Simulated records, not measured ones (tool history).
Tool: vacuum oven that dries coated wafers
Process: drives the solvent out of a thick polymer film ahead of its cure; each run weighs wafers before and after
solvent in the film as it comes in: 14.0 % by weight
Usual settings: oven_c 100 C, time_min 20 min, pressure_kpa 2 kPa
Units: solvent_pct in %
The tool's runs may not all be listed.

run   hour  oven_c  time_min  pressure_kpa  solvent_pct
  1      0     100        20             2         1.36
  2   22.3     100        20          4.49         2.06
  3   59.4     100        20          4.49         2.07
  4   92.3     100        20             2         1.37
  5  108.4     100        20          2.27         1.45
  6  127.5     100        20          2.27         1.45
  7  145.1     100        20          2.27         1.48
  8  174.6     100        20             2          1.4
  9  211.4     100        20             2         1.39
     214.7  -- vacuum gauge cleaned of residue and calibrated
 10  234.2      88        20             2         2.93
 11  267.8      88        20             2            3
 12  288.7      88        20             2         2.99
 13  313.7      88        20             2         2.97
     320.1  -- vacuum gauge cleaned of residue and calibrated, once more
 14  341.6     100        20           2.4         1.42
 15  372.2      90        11             2         4.73
 16  395.1      96        29          1.08         0.75
     405.4  -- oven's thermocouples calibrated
 17  433.7     100        34          7.04         2.05
 18  460.9      90        32          4.15         2.08
 19    492      90        32          4.15          2.1
 20  521.5      90        35          4.15         1.99
 21  554.3      92        11          4.96         4.91
 22  573.1     111        19          1.23         0.44
 23  608.1     111        19          1.23         0.44
 24  625.8      93        20          1.86         1.85
 25  641.8     110        30          5.98         1.22
 26  665.6     110        17          2.78         0.91
 27    700     110        15          2.78         1.06

Hidden state or all else? Some run-to-run changes of solvent_pct, split into what the settings, what came in and random variation would give without the hidden state, and what is left for the hidden state (with any gauge scatter that isn't in both results):
The hidden state here: true wafer temperature over the reading, C; true pressure over the reading, kPa; drift of the gauge itself on solvent_pct, %.
Run 13 -> 14: oven_c 88 -> 100, pressure_kpa 2 -> 2.4, vacuum gauge cleaned of residue and calibrated, once more. solvent_pct -1.55 %: hidden state -0.21, all else -1.34.
Run 15 -> 16: oven_c 90 -> 96, time_min 11 -> 29, pressure_kpa 2 -> 1.08. solvent_pct -3.98 %: hidden state -0.16, all else -3.82.
Run 21 -> 22: oven_c 92 -> 111, time_min 11 -> 19, pressure_kpa 4.96 -> 1.23. solvent_pct -4.47 %: hidden state +0.05, all else -4.52.

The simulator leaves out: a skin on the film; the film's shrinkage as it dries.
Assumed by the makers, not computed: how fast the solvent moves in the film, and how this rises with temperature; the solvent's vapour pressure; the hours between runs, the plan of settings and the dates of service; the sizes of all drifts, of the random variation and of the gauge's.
